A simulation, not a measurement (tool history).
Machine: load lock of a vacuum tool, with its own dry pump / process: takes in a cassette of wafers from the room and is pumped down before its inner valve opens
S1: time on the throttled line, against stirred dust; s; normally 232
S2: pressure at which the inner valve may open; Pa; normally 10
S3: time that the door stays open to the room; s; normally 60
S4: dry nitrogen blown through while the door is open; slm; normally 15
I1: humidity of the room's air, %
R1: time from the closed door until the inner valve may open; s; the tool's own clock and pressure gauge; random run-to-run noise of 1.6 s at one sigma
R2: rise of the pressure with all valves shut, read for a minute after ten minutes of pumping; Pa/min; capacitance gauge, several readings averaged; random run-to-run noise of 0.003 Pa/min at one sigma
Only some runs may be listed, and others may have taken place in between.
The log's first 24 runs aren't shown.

{"run": 25, "day": 64.192, "S1": 126, "S2": 10, "S3": 53, "S4": 8, "I1": 40.2, "R1": 192.7, "R2": 0.381}
{"run": 26, "day": 66.425, "S1": 232, "S2": 10, "S3": 114, "S4": 6, "I1": 39.2, "R1": 289.1, "R2": 0.424}
{"run": 27, "day": 69.838, "S1": 232, "S2": 8, "S3": 60, "S4": 33, "I1": 44.7, "R1": 291.6, "R2": 0.377}
{"run": 28, "day": 71.375, "S1": 232, "S2": 8, "S3": 60, "S4": 33, "I1": 46.3, "R1": 290.3, "R2": 0.391}
{"run": 29, "day": 74.079, "S1": 232, "S2": 12, "S3": 112, "S4": 21, "I1": 47.9, "R1": 285.9, "R2": 0.422}
{"run": 30, "day": 77.654, "S1": 134, "S2": 10, "S3": 60, "S4": 13, "I1": 40.3, "R1": 200.3, "R2": 0.425}
{"run": 31, "day": 80.317, "S1": 232, "S2": 15, "S3": 32, "S4": 15, "I1": 46.7, "R1": 286.6, "R2": 0.417}
{"run": 32, "day": 83.221, "S1": 232, "S2": 15, "S3": 32, "S4": 15, "I1": 42.7, "R1": 286.9, "R2": 0.431}
{"run": 33, "day": 86.488, "S1": 232, "S2": 9, "S3": 185, "S4": 6, "I1": 45.7, "R1": 289.5, "R2": 0.485}
{"run": 34, "day": 89.167, "S1": 352, "S2": 13, "S3": 173, "S4": 17, "I1": 46.1, "R1": 398.2, "R2": 0.459}
{"run": 35, "day": 92.242, "S1": 146, "S2": 10, "S3": 37, "S4": 15, "I1": 44.1, "R1": 210, "R2": 0.454}
{"run": 36, "day": 95.017, "S1": 293, "S2": 9, "S3": 69, "S4": 15, "I1": 44.4, "R1": 346, "R2": 0.473}
{"run": 37, "day": 96.625, "S1": 306, "S2": 12, "S3": 66, "S4": 10, "I1": 46.3, "R1": 357.2, "R2": 0.482}

Predict each of these 3 candidate next runs independently; none follows another, all start after run 37:
{"run": "A", "day": 98.621, "S1": 306, "S2": 12, "S3": 66, "S4": 31, "I1": 44.9, "R1": "?", "R2": "?"}
{"run": "B", "day": 98.621, "S1": 307, "S2": 12, "S3": 63, "S4": 35, "I1": 46.1, "R1": "?", "R2": "?"}
{"run": "C", "day": 98.621, "S1": 130, "S2": 10, "S3": 78, "S4": 4, "I1": 46.9, "R1": "?", "R2": "?"}

run=A R1=357 R2=0.466
run=B R1=356 R2=0.475
run=C R1=197.1 R2=0.508
The same runs, with their run-to-run variation unchanged, on a tool lacking any hidden condition would have given:
run=A R1=353.5 R2=0.019
run=B R1=352.6 R2=0.025
run=C R1=192.6 R2=0.063
